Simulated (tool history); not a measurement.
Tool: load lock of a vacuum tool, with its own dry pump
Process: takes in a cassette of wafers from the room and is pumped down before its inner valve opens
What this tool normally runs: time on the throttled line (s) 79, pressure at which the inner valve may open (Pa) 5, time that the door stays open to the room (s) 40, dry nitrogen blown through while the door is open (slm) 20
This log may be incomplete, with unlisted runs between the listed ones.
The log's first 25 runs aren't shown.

| run | hour | time on the throttled line (s) | pressure at which the inner valve may open (Pa) | time that the door stays open to the room (s) | dry nitrogen blown through while the door is open (slm) | hours that the pump has run since its overhaul | times that the door has closed on its seal | incoming humidity of the room's air, % | time from the closed door until the inner valve may open (s) | rise of the pressure with all valves shut (Pa/min) |
|---|---|---|---|---|---|---|---|---|---|---|
| 26 | 6628.3 | 83 | 7 | 41 | 23 | 8827 | 55849 | 44.8 | 149.8 | 0.158 |
| 27 | 6813.7 | 70 | 4 | 90 | 23 | 9012 | 56682 | 44 | 144.7 | 0.172 |
| 28 | 7047.8 | 79 | 5 | 40 | 43 | 9246 | 57734 | 48.7 | 149.6 | 0.17 |
| 29 | 7396.6 | 59 | 5 | 119 | 20 | 9595 | 59303 | 45 | 134.1 | 0.199 |
|  | 7434.7 | dry pump taken out, an overhauled one fitted |
| 30 | 7601.2 | 59 | 5 | 119 | 20 | 166 | 60195 | 46.2 | 124.1 | 0.209 |
| 31 | 7771.4 | 61 | 7 | 182 | 10 | 337 | 60960 | 43.8 | 123 | 0.221 |
| 32 | 8012.4 | 79 | 5 | 40 | 42 | 578 | 62043 | 44 | 141.9 | 0.182 |
| 33 | 8289.4 | 79 | 5 | 53 | 26 | 855 | 63289 | 43.3 | 141.8 | 0.199 |
| 34 | 8489.9 | 44 | 5 | 40 | 41 | 1055 | 64190 | 44.1 | 111.8 | 0.196 |
| 35 | 8767.5 | 67 | 5 | 40 | 29 | 1333 | 65438 | 43.9 | 131 | 0.205 |
| 36 | 9130 | 67 | 5 | 40 | 29 | 1695 | 67067 | 43.9 | 131.4 | 0.206 |
| 37 | 9331.5 | 67 | 5 | 40 | 29 | 1897 | 67973 | 46.3 | 132.4 | 0.223 |

Each row is a separate what-if for the run after 37, all from the same tool condition, not one after another. Results?
|  | 9466.4 | door's seal changed, seat wiped |
| A | 9601.9 | 61 | 5 | 40 | 24 | 2166 | 609 | 45.8 | ? | ? |
|  | 9466.4 | door's seal changed, seat wiped |
| B | 9601.9 | 119 | 7 | 46 | 20 | 2166 | 609 | 42.6 | ? | ? |
|  | 9466.4 | door's seal changed, seat wiped |
| C | 9601.9 | 67 | 8 | 133 | 11 | 2166 | 609 | 50.6 | ? | ? |

| run | time from the closed door until the inner valve may open (s) | rise of the pressure with all valves shut (Pa/min) |
|---|---|---|
| A | 128.1 | 0.027 |
| B | 168.3 | 0.021 |
| C | 128.1 | 0.056 |
Stripped of hidden state, with their random variation kept, the same runs would have yielded:
| run | time from the closed door until the inner valve may open (s) | rise of the pressure with all valves shut (Pa/min) |
|---|---|---|
| A | 125.9 | 0.025 |
| B | 166.6 | 0.02 |
| C | 126 | 0.055 |

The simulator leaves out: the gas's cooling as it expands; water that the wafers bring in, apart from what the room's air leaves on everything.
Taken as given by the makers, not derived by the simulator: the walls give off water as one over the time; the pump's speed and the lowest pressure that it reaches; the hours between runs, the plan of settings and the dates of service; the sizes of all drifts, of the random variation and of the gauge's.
